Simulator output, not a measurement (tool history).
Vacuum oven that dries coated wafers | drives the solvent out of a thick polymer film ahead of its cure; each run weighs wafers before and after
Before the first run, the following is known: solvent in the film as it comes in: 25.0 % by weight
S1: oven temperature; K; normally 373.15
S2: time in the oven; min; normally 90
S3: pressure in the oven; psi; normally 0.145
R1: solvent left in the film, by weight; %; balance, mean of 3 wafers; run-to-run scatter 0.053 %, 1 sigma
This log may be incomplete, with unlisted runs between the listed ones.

Run 1, hour 0: usual settings. Result: R1 1.58 %.
Run 2, hour 46.1: usual settings but S1 363.15 K. Result: R1 4.71 %.
Run 3, hour 98.7: usual settings but S1 363.15 K. Result: R1 4.51 %.
Run 4, hour 148.3: usual settings but S1 363.15 K. Result: R1 4.7 %.
Run 5, hour 187.7: usual settings but S1 363.15 K. Result: R1 4.84 %.
Run 6, hour 214.2: usual settings. Result: R1 1.59 %.
Run 7, hour 262.5: usual settings but S2 142 min. Result: R1 0.84 %.
Run 8, hour 298.4: usual settings but S2 142 min. Result: R1 0.77 %.
Run 9, hour 350: usual settings. Result: R1 1.68 %.
Run 10, hour 376.7: usual settings but S1 386.15 K. Result: R1 0.41 %.
Run 11, hour 398.8: usual settings but S2 108 min, S3 0.464 psi. Result: R1 2.6 %.
Run 12, hour 450: usual settings but S2 52 min. Result: R1 4.2 %.
Run 13, hour 488.6: usual settings but S1 358.15 K, S3 0.222 psi. Result: R1 7.51 %.
Run 14, hour 537.8: usual settings but S1 366.15 K, S3 0.421 psi. Result: R1 5.05 %.
Run 15, hour 561: usual settings but S1 372.15 K, S3 0.367 psi. Result: R1 2.88 %.
Run 16, hour 597.2: usual settings but S1 360.15 K, S3 0.122 psi. Result: R1 5.88 %.
Run 17, hour 624.7: usual settings but S1 360.15 K, S2 46 min, S3 0.305 psi. Result: R1 11.47 %.
Run 18, hour 659: usual settings but S3 0.377 psi. Result: R1 2.65 %.
Run 19, hour 703.5: usual settings but S3 0.377 psi. Result: R1 2.48 %.
Run 20, hour 756.7: usual settings but S1 379.15 K, S2 55 min, S3 0.212 psi. Result: R1 2.21 %.

What if the next run were any one of these 5? Each begins from the tool's condition after run 20:
Run A, hour 794.7: usual settings but S1 360.15 K, S3 0.2 psi. Result: R1 ?.
Run B, hour 794.7: usual settings but S1 382.15 K, S2 102 min, S3 0.084 psi. Result: R1 ?.
Run C, hour 794.7: usual settings but S2 87 min, S3 0.495 psi. Result: R1 ?.
Run D, hour 794.7: usual settings but S1 376.15 K, S2 124 min, S3 0.212 psi. Result: R1 ?.
Run E, hour 794.7: usual settings but S1 384.15 K, S2 144 min, S3 0.511 psi. Result: R1 ?.

run    R1
  A   6.4
  B  0.32
  C  3.24
  D  1.03
  E   1.5
Without the tool's unlogged condition, the same runs would have read:
run    R1
  A  6.37
  B  0.31
  C  3.22
  D  1.02
  E  1.49
